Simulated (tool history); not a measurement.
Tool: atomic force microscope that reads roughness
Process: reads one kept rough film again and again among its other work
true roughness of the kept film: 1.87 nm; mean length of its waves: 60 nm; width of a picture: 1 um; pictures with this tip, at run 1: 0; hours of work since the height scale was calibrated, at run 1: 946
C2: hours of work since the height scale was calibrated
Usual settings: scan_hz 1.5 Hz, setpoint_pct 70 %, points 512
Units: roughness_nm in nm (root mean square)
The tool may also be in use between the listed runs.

run 1 hour=0 | scan_hz=1.5 setpoint_pct=70 points=512 | pictures_with_this_tip=0 C2=946 | roughness_nm=1.717
run 2 hour=29 | scan_hz=1.5 setpoint_pct=70 points=512 | pictures_with_this_tip=51 C2=962 | roughness_nm=1.699
run 3 hour=57.4 | scan_hz=1.5 setpoint_pct=70 points=512 | pictures_with_this_tip=100 C2=979 | roughness_nm=1.679
run 4 hour=83.2 | scan_hz=1.5 setpoint_pct=70 points=512 | pictures_with_this_tip=146 C2=993 | roughness_nm=1.649
-- hour=103.6 new tip fitted
run 5 hour=103.6 | scan_hz=1.5 setpoint_pct=59 points=512 | pictures_with_this_tip=0 C2=1005 | roughness_nm=1.741
run 6 hour=143.8 | scan_hz=1.5 setpoint_pct=59 points=512 | pictures_with_this_tip=71 C2=1027 | roughness_nm=1.701
run 7 hour=193 | scan_hz=1.5 setpoint_pct=59 points=512 | pictures_with_this_tip=157 C2=1055 | roughness_nm=1.675
-- hour=208.4 new tip fitted
run 8 hour=218.4 | scan_hz=1.5 setpoint_pct=59 points=332 | pictures_with_this_tip=17 C2=1070 | roughness_nm=1.727
run 9 hour=265.5 | scan_hz=1.89 setpoint_pct=59 points=332 | pictures_with_this_tip=99 C2=1096 | roughness_nm=1.692
-- hour=311.9 new tip fitted
run 10 hour=311.9 | scan_hz=1.89 setpoint_pct=59 points=332 | pictures_with_this_tip=0 C2=1123 | roughness_nm=1.74
run 11 hour=359.4 | scan_hz=1.89 setpoint_pct=59 points=332 | pictures_with_this_tip=82 C2=1150 | roughness_nm=1.687
run 12 hour=383.2 | scan_hz=1.89 setpoint_pct=59 points=332 | pictures_with_this_tip=124 C2=1163 | roughness_nm=1.674
-- hour=399.6 height scale calibrated on a step standard
-- hour=419.9 new tip fitted
run 13 hour=425.9 | scan_hz=1.5 setpoint_pct=70 points=512 | pictures_with_this_tip=10 C2=15 | roughness_nm=1.679
run 14 hour=457.9 | scan_hz=0.92 setpoint_pct=79 points=367 | pictures_with_this_tip=66 C2=33 | roughness_nm=1.646
run 15 hour=477.8 | scan_hz=0.5 setpoint_pct=55 points=986 | pictures_with_this_tip=101 C2=44 | roughness_nm=1.687
-- hour=503.4 height scale calibrated on a step standard, once more
run 16 hour=504.9 | scan_hz=1.27 setpoint_pct=75 points=445 | pictures_with_this_tip=146 C2=1 | roughness_nm=1.685
-- hour=526.9 new tip fitted
run 17 hour=529.8 | scan_hz=1.27 setpoint_pct=75 points=445 | pictures_with_this_tip=5 C2=15 | roughness_nm=1.75
run 18 hour=564.2 | scan_hz=3.28 setpoint_pct=72 points=787 | pictures_with_this_tip=65 C2=34 | roughness_nm=1.629
run 19 hour=594.6 | scan_hz=1.5 setpoint_pct=89 points=623 | pictures_with_this_tip=118 C2=52 | roughness_nm=1.613
-- hour=631.6 new tip fitted
run 20 hour=640 | scan_hz=2.61 setpoint_pct=75 points=479 | pictures_with_this_tip=15 C2=77 | roughness_nm=1.665
run 21 hour=675.5 | scan_hz=2.5 setpoint_pct=70 points=489 | pictures_with_this_tip=77 C2=97 | roughness_nm=1.669
run 22 hour=709.8 | scan_hz=2.5 setpoint_pct=68 points=785 | pictures_with_this_tip=137 C2=117 | roughness_nm=1.657
-- hour=737.4 new tip fitted
run 23 hour=737.6 | scan_hz=3.42 setpoint_pct=66 points=503 | pictures_with_this_tip=0 C2=132 | roughness_nm=1.704
run 24 hour=766 | scan_hz=1.5 setpoint_pct=57 points=512 | pictures_with_this_tip=50 C2=149 | roughness_nm=1.755
run 25 hour=800.1 | scan_hz=0.51 setpoint_pct=74 points=956 | pictures_with_this_tip=109 C2=168 | roughness_nm=1.734

Forecast each of these 3 alternatives for the next run:
-- hour=843.2 new tip fitted
run A hour=848.8 | scan_hz=0.66 setpoint_pct=70 points=512 | pictures_with_this_tip=10 C2=195 | roughness_nm=?
-- hour=843.2 new tip fitted
run B hour=848.8 | scan_hz=0.84 setpoint_pct=59 points=261 | pictures_with_this_tip=10 C2=195 | roughness_nm=?
-- hour=843.2 new tip fitted
run C hour=848.8 | scan_hz=1.97 setpoint_pct=70 points=512 | pictures_with_this_tip=10 C2=195 | roughness_nm=?

run=A roughness_nm=1.779
run=B roughness_nm=1.788
run=C roughness_nm=1.744
Without the tool's hidden state the same runs would have given:
run=A roughness_nm=1.789
run=B roughness_nm=1.798
run=C roughness_nm=1.754

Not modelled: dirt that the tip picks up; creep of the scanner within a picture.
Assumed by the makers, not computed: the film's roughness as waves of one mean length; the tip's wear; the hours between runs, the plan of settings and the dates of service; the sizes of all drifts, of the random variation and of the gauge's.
